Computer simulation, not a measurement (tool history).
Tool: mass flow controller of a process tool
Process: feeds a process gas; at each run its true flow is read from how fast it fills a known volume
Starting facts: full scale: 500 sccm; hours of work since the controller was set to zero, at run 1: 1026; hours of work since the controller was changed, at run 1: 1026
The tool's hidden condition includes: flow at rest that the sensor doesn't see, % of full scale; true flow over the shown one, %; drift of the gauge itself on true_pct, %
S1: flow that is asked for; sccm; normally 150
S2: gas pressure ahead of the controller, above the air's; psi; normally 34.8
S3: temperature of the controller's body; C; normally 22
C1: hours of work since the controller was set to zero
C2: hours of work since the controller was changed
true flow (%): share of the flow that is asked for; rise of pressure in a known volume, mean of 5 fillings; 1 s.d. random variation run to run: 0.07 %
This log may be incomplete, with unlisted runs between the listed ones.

{"run": 1, "hour": 0.0, "S1": 150, "S2": 34.8, "S3": 22, "C1": 1026, "C2": 1026, "true flow (%)": 98.45}
{"run": 2, "hour": 69.2, "S1": 56, "S2": 34.8, "S3": 22, "C1": 1063, "C2": 1063, "true flow (%)": 97.87}
{"run": 3, "hour": 144.2, "S1": 56, "S2": 34.8, "S3": 22, "C1": 1103, "C2": 1103, "true flow (%)": 97.69}
{"run": 4, "hour": 177.6, "S1": 56, "S2": 34.8, "S3": 22, "C1": 1120, "C2": 1120, "true flow (%)": 97.77}
{"run": 5, "hour": 247.3, "S1": 56, "S2": 34.8, "S3": 22, "C1": 1157, "C2": 1157, "true flow (%)": 97.5}
{"run": 6, "hour": 319.7, "S1": 56, "S2": 34.8, "S3": 22, "C1": 1196, "C2": 1196, "true flow (%)": 97.65}
{"run": 7, "hour": 359.4, "S1": 56, "S2": 34.8, "S3": 22, "C1": 1217, "C2": 1217, "true flow (%)": 97.54}
{"run": 8, "hour": 406.6, "S1": 56, "S2": 34.8, "S3": 22, "C1": 1242, "C2": 1242, "true flow (%)": 97.53}
{"run": 9, "hour": 461.1, "S1": 480, "S2": 34.8, "S3": 22, "C1": 1271, "C2": 1271, "true flow (%)": 99.02}
{"run": 10, "hour": 514.9, "S1": 309, "S2": 23.2, "S3": 24, "C1": 1299, "C2": 1299, "true flow (%)": 98.99}
{"run": 11, "hour": 568.7, "S1": 309, "S2": 36.5, "S3": 24, "C1": 1328, "C2": 1328, "true flow (%)": 98.51}
{"run": 12, "hour": 635.8, "S1": 309, "S2": 36.5, "S3": 24, "C1": 1363, "C2": 1363, "true flow (%)": 98.49}
{"run": 13, "hour": 706.3, "S1": 150, "S2": 24.2, "S3": 22, "C1": 1400, "C2": 1400, "true flow (%)": 98.58}
{"run": 14, "hour": 763.9, "S1": 150, "S2": 24.2, "S3": 22, "C1": 1431, "C2": 1431, "true flow (%)": 98.42}
{"run": 15, "hour": 796.9, "S1": 273, "S2": 26.7, "S3": 22, "C1": 1449, "C2": 1449, "true flow (%)": 98.76}
{"run": 16, "hour": 844.3, "S1": 273, "S2": 26.7, "S3": 22, "C1": 1474, "C2": 1474, "true flow (%)": 98.58}
{"run": 17, "hour": 919.1, "S1": 296, "S2": 37, "S3": 24, "C1": 1513, "C2": 1513, "true flow (%)": 98.39}

Branching from run 17: 3 alternative next runs. What would each branch give?
{"run": "A", "hour": 970.8, "S1": 296, "S2": 32.3, "S3": 24, "C1": 1541, "C2": 1541, "true flow (%)": "?"}
{"run": "B", "hour": 970.8, "S1": 66, "S2": 34.8, "S3": 22, "C1": 1541, "C2": 1541, "true flow (%)": "?"}
{"run": "C", "hour": 970.8, "S1": 150, "S2": 23.5, "S3": 22, "C1": 1541, "C2": 1541, "true flow (%)": "?"}

run=A true_flow_(%)=98.48
run=B true_flow_(%)=97.45
run=C true_flow_(%)=98.46
Take away the tool's hidden state, keep each run's random variation, and the runs would have read:
run=A true_flow_(%)=99.5
run=B true_flow_(%)=99.13
run=C true_flow_(%)=99.66
